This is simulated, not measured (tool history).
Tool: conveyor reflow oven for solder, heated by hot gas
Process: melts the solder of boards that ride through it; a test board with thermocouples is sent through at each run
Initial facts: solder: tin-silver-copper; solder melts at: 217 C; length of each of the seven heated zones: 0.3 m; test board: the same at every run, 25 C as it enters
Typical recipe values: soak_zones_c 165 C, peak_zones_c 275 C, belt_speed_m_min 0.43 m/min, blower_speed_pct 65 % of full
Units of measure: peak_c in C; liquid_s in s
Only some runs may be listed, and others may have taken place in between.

run 1 day=0 | soak_zones_c=165 peak_zones_c=275 belt_speed_m_min=0.43 blower_speed_pct=65 | peak_c=254.2 liquid_s=61
run 2 day=0.638 | soak_zones_c=165 peak_zones_c=275 belt_speed_m_min=0.43 blower_speed_pct=65 | peak_c=254.7 liquid_s=60.6
run 3 day=1.279 | soak_zones_c=165 peak_zones_c=275 belt_speed_m_min=0.43 blower_speed_pct=65 | peak_c=253.7 liquid_s=60.6
run 4 day=1.688 | soak_zones_c=165 peak_zones_c=275 belt_speed_m_min=0.371 blower_speed_pct=65 | peak_c=259.4 liquid_s=76.5
run 5 day=2.458 | soak_zones_c=165 peak_zones_c=275 belt_speed_m_min=0.371 blower_speed_pct=65 | peak_c=259.6 liquid_s=76.3
run 6 day=3.188 | soak_zones_c=165 peak_zones_c=275 belt_speed_m_min=0.43 blower_speed_pct=64 | peak_c=253.3 liquid_s=60.5
run 7 day=3.929 | soak_zones_c=165 peak_zones_c=275 belt_speed_m_min=0.43 blower_speed_pct=64 | peak_c=253.3 liquid_s=60.1
run 8 day=4.467 | soak_zones_c=165 peak_zones_c=275 belt_speed_m_min=0.43 blower_speed_pct=64 | peak_c=253.4 liquid_s=60.4
run 9 day=5.092 | soak_zones_c=174 peak_zones_c=275 belt_speed_m_min=0.43 blower_speed_pct=65 | peak_c=255.4 liquid_s=65.2
run 10 day=5.938 | soak_zones_c=174 peak_zones_c=275 belt_speed_m_min=0.43 blower_speed_pct=65 | peak_c=255.8 liquid_s=65.5
run 11 day=6.396 | soak_zones_c=174 peak_zones_c=275 belt_speed_m_min=0.494 blower_speed_pct=65 | peak_c=249.6 liquid_s=51.7
run 12 day=7.217 | soak_zones_c=174 peak_zones_c=275 belt_speed_m_min=0.494 blower_speed_pct=65 | peak_c=250.2 liquid_s=51.6
run 13 day=7.988 | soak_zones_c=174 peak_zones_c=275 belt_speed_m_min=0.494 blower_speed_pct=65 | peak_c=249.6 liquid_s=51.6
run 14 day=8.6 | soak_zones_c=153 peak_zones_c=264 belt_speed_m_min=0.43 blower_speed_pct=65 | peak_c=242.1 liquid_s=45.3
-- day=9.404 flux residue cleaned out of gas plates and filters
run 15 day=9.638 | soak_zones_c=165 peak_zones_c=275 belt_speed_m_min=0.43 blower_speed_pct=84 | peak_c=261.6 liquid_s=67.7
run 16 day=10.425 | soak_zones_c=165 peak_zones_c=275 belt_speed_m_min=0.43 blower_speed_pct=84 | peak_c=261.6 liquid_s=67.9
run 17 day=11.333 | soak_zones_c=152 peak_zones_c=273 belt_speed_m_min=0.394 blower_speed_pct=72 | peak_c=257.3 liquid_s=67
run 18 day=11.925 | soak_zones_c=152 peak_zones_c=273 belt_speed_m_min=0.394 blower_speed_pct=72 | peak_c=257.2 liquid_s=66.6
run 19 day=12.488 | soak_zones_c=166 peak_zones_c=267 belt_speed_m_min=0.402 blower_speed_pct=66 | peak_c=251.7 liquid_s=64.4
run 20 day=13.092 | soak_zones_c=155 peak_zones_c=284 belt_speed_m_min=0.43 blower_speed_pct=65 | peak_c=261.9 liquid_s=63.1

Per-run results on a tool with no hidden state, each run keeping its own random variation:
Hidden conditions of the tool in this case: heat that the gas passes to the board, % of a clean oven's; belt's true speed, % of the reading; true gas temperature in zones 6 and 7 over the reading, C; drift of the gauge itself on peak_c, C; drift of the gauge itself on liquid_s, %.
run=1 peak_c=253.9 liquid_s=59.9
run=2 peak_c=254.4 liquid_s=59.5
run=3 peak_c=253.4 liquid_s=59.5
run=4 peak_c=259.1 liquid_s=75.1
run=5 peak_c=259.3 liquid_s=74.9
run=6 peak_c=253.2 liquid_s=59.5
run=7 peak_c=253.2 liquid_s=59.1
run=8 peak_c=253.3 liquid_s=59.5
run=9 peak_c=255.3 liquid_s=64.2
run=10 peak_c=255.7 liquid_s=64.5
run=11 peak_c=249.8 liquid_s=51.1
run=12 peak_c=250.4 liquid_s=51
run=13 peak_c=249.9 liquid_s=51
run=14 peak_c=242.3 liquid_s=45
run=15 peak_c=259.9 liquid_s=65.2
run=16 peak_c=259.9 liquid_s=65.4
run=17 peak_c=255.6 liquid_s=64.2
run=18 peak_c=255.5 liquid_s=63.8
run=19 peak_c=250 liquid_s=61.5
run=20 peak_c=260.1 liquid_s=60.5
